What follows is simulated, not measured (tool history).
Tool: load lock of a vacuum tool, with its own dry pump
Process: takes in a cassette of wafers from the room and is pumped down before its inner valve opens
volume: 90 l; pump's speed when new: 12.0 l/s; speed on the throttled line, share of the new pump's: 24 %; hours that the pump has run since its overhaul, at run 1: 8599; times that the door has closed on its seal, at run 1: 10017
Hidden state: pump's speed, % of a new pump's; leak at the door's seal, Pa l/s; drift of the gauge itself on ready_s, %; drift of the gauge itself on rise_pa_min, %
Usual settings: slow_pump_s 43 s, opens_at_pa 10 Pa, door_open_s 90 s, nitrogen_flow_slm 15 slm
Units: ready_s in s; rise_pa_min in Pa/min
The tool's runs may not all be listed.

run	hour	slow_pump_s	opens_at_pa	door_open_s	nitrogen_flow_slm	hours that the pump has run since its overhaul	times that the door has closed on its seal	incoming humidity of the room's air, %	ready_s	rise_pa_min
1	0	43	10	90	15	8599	10017	46.9	111.8	0.065
2	282.7	43	10	90	15	8882	10353	43.4	111.2	0.063
3	484.2	43	16	90	15	9083	10592	46.8	106.2	0.074
4	774.5	43	17	90	15	9374	10937	43.3	107.6	0.065
5	979.8	43	17	90	15	9579	11181	42.8	108.4	0.065
6	1212.8	43	17	90	15	9812	11459	44.5	106.4	0.069
7	1414.2	43	17	90	15	10013	11698	44.7	108.5	0.073
8	1668.3	43	17	90	15	10267	12000	44.6	107.4	0.064
9	2037.6	43	17	90	15	10637	12439	47.2	107.5	0.074
10	2232.3	43	17	90	15	10831	12670	44.6	108.8	0.072
11	2469.4	43	17	90	15	11069	12952	40.9	107.9	0.069
12	2824.1	43	17	90	15	11423	13374	44.4	108.4	0.074
13	3129.6	43	17	90	15	11729	13737	46.6	108.7	0.08
14	3491.1	50	10	90	15	12090	14167	46.7	118.9	0.075
15	3786.7	68	10	42	7	12386	14518	43.7	132.1	0.075
16	4143.1	32	13	71	13	12742	14942	47.1	105.6	0.086
17	4342.6	71	10	39	5	12942	15179	49.4	134.4	0.087
18	4659.2	33	10	90	15	13258	15555	42.7	110.2	0.076
19	4991.9	57	9	90	10	13591	15951	45.3	126.7	0.089
20	5194.2	27	16	90	15	13793	16191	41.8	101.3	0.079
21	5534.2	27	16	90	15	14133	16595	40.8	102.6	0.081
22	5898.4	22	10	90	15	14497	17028	45.6	104.8	0.086
23	6051.4	22	10	90	15	14651	17210	42.3	104.8	0.088
24	6297.8	29	12	90	27	14897	17503	45.6	107.1	0.085
25	6664.1	29	12	61	19	15263	17939	41.6	106.9	0.081
26	6842.6	29	12	61	19	15442	18151	45.6	108.1	0.084
# hour 7165.7: dry pump taken out, an overhauled one fitted
27	7207.5	29	12	61	19	42	18577	42.5	90.4	0.083
28	7536.3	60	14	83	30	371	18968	42	112.3	0.088

Forecast each of these 5 alternatives for the next run:
A	7757.1	43	13	32	15	591	19231	48.5	?	?
B	7757.1	43	12	25	33	591	19231	45.4	?	?
C	7757.1	31	10	50	9	591	19231	46.8	?	?
D	7757.1	60	12	83	30	591	19231	45	?	?
E	7757.1	60	17	125	7	591	19231	45.7	?	?

run	ready_s	rise_pa_min
A	101.7	0.091
B	100.4	0.083
C	94	0.094
D	114.2	0.093
E	112.3	0.109
Without the tool's hidden state the same runs would have given:
run	ready_s	rise_pa_min
A	100.4	0.031
B	99.2	0.022
C	92.7	0.034
D	113	0.033
E	111.2	0.048
